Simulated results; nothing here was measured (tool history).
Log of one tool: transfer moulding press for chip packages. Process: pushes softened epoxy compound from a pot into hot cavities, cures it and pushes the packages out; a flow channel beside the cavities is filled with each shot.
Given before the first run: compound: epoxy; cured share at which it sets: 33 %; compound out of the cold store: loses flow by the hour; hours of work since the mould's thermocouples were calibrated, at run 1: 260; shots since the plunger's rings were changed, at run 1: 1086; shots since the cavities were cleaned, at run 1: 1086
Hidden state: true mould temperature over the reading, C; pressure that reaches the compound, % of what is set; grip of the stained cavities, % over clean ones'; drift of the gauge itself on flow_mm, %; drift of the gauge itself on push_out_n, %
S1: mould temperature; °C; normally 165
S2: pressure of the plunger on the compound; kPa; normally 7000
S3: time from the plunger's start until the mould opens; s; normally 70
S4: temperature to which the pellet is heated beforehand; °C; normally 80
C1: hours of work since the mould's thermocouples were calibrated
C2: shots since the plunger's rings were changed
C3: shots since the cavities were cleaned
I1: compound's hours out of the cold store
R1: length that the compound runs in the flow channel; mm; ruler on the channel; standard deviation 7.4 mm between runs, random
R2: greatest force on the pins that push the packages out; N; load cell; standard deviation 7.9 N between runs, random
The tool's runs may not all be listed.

{"run": 1, "hour": 0.0, "S1": 165, "S2": 7000, "S3": 70, "S4": 80, "C1": 260, "C2": 1086, "C3": 1086, "I1": 45.5, "R1": 769, "R2": 549}
{"hour": 5.2, "done": "cavities cleaned with cleaning compound and waxed"}
{"run": 2, "hour": 31.2, "S1": 165, "S2": 7000, "S3": 70, "S4": 80, "C1": 277, "C2": 1550, "C3": 407, "I1": 11.2, "R1": 945, "R2": 541}
{"run": 3, "hour": 72.3, "S1": 165, "S2": 7000, "S3": 70, "S4": 80, "C1": 301, "C2": 2194, "C3": 1051, "I1": 18.4, "R1": 904, "R2": 575}
{"hour": 79.6, "done": "cavities cleaned with cleaning compound and waxed"}
{"run": 4, "hour": 94.3, "S1": 165, "S2": 7000, "S3": 70, "S4": 80, "C1": 313, "C2": 2515, "C3": 230, "I1": 9.9, "R1": 941, "R2": 517}
{"run": 5, "hour": 122.6, "S1": 162, "S2": 7000, "S3": 70, "S4": 80, "C1": 329, "C2": 2957, "C3": 672, "I1": 10.2, "R1": 941, "R2": 752}
{"run": 6, "hour": 147.3, "S1": 162, "S2": 7000, "S3": 70, "S4": 80, "C1": 344, "C2": 3344, "C3": 1059, "I1": 31.3, "R1": 835, "R2": 700}
{"hour": 155.3, "done": "cavities cleaned with cleaning compound and waxed"}
{"run": 7, "hour": 166.9, "S1": 162, "S2": 7000, "S3": 70, "S4": 80, "C1": 354, "C2": 3628, "C3": 181, "I1": 25.0, "R1": 852, "R2": 566}
{"run": 8, "hour": 206.8, "S1": 162, "S2": 7000, "S3": 70, "S4": 80, "C1": 378, "C2": 4252, "C3": 805, "I1": 24.4, "R1": 849, "R2": 703}
{"hour": 229.9, "done": "cavities cleaned with cleaning compound and waxed"}
{"run": 9, "hour": 245.7, "S1": 165, "S2": 7000, "S3": 70, "S4": 80, "C1": 399, "C2": 4838, "C3": 248, "I1": 37.8, "R1": 763, "R2": 454}
{"run": 10, "hour": 278.9, "S1": 165, "S2": 7000, "S3": 70, "S4": 80, "C1": 419, "C2": 5357, "C3": 767, "I1": 16.0, "R1": 862, "R2": 589}
{"hour": 304.3, "done": "cavities cleaned with cleaning compound and waxed"}
{"run": 11, "hour": 307.4, "S1": 165, "S2": 7000, "S3": 70, "S4": 80, "C1": 435, "C2": 5780, "C3": 49, "I1": 30.4, "R1": 784, "R2": 388}
{"hour": 313.0, "done": "plunger's sealing rings changed"}
{"run": 12, "hour": 343.6, "S1": 162, "S2": 7000, "S3": 70, "S4": 80, "C1": 454, "C2": 479, "C3": 577, "I1": 19.4, "R1": 939, "R2": 720}
{"hour": 379.8, "done": "cavities cleaned with cleaning compound and waxed"}
{"run": 13, "hour": 379.8, "S1": 165, "S2": 6880, "S3": 64, "S4": 80, "C1": 474, "C2": 1022, "C3": 0, "I1": 32.4, "R1": 841, "R2": 436}
{"run": 14, "hour": 414.8, "S1": 165, "S2": 6880, "S3": 64, "S4": 89, "C1": 495, "C2": 1570, "C3": 548, "I1": 38.9, "R1": 799, "R2": 595}
{"run": 15, "hour": 441.0, "S1": 165, "S2": 7000, "S3": 70, "S4": 80, "C1": 510, "C2": 1980, "C3": 958, "I1": 8.1, "R1": 965, "R2": 622}
{"hour": 453.5, "done": "cavities cleaned with cleaning compound and waxed"}
{"run": 16, "hour": 479.3, "S1": 173, "S2": 5870, "S3": 70, "S4": 87, "C1": 532, "C2": 2557, "C3": 405, "I1": 38.9, "R1": 696, "R2": 364}
{"run": 17, "hour": 518.2, "S1": 173, "S2": 6800, "S3": 70, "S4": 87, "C1": 554, "C2": 3165, "C3": 1013, "I1": 14.2, "R1": 880, "R2": 416}
{"hour": 529.3, "done": "cavities cleaned with cleaning compound and waxed"}
{"run": 18, "hour": 560.4, "S1": 173, "S2": 6800, "S3": 70, "S4": 87, "C1": 578, "C2": 3802, "C3": 487, "I1": 44.7, "R1": 706, "R2": 390}
{"run": 19, "hour": 586.7, "S1": 173, "S2": 6800, "S3": 70, "S4": 87, "C1": 593, "C2": 4215, "C3": 900, "I1": 12.1, "R1": 872, "R2": 444}
{"hour": 602.2, "done": "cavities cleaned with cleaning compound and waxed"}
{"run": 20, "hour": 607.7, "S1": 165, "S2": 7000, "S3": 59, "S4": 80, "C1": 605, "C2": 4519, "C3": 85, "I1": 40.9, "R1": 751, "R2": 555}
{"run": 21, "hour": 642.6, "S1": 157, "S2": 7000, "S3": 66, "S4": 80, "C1": 625, "C2": 5066, "C3": 632, "I1": 28.9, "R1": 843, "R2": 1213}
{"run": 22, "hour": 671.8, "S1": 159, "S2": 7040, "S3": 92, "S4": 80, "C1": 642, "C2": 5522, "C3": 1088, "I1": 46.4, "R1": 729, "R2": 505}
{"hour": 676.8, "done": "cavities cleaned with cleaning compound and waxed"}
{"hour": 693.4, "done": "plunger's sealing rings changed"}
{"run": 23, "hour": 715.9, "S1": 162, "S2": 7420, "S3": 92, "S4": 71, "C1": 666, "C2": 353, "C3": 573, "I1": 38.5, "R1": 867, "R2": 457}

Run 24, settings as shown, results not yet in. Your forecast:
{"run": 24, "hour": 740.1, "S1": 162, "S2": 7420, "S3": 92, "S4": 77, "C1": 680, "C2": 731, "C3": 951, "I1": 46.6, "R1": "?", "R2": "?"}

Run 24 measured R1 807 mm, R2 471 N.
Take away the tool's hidden state, keep the run-to-run variation as it was, and the same run would have given R1 815 mm, R2 288 N.
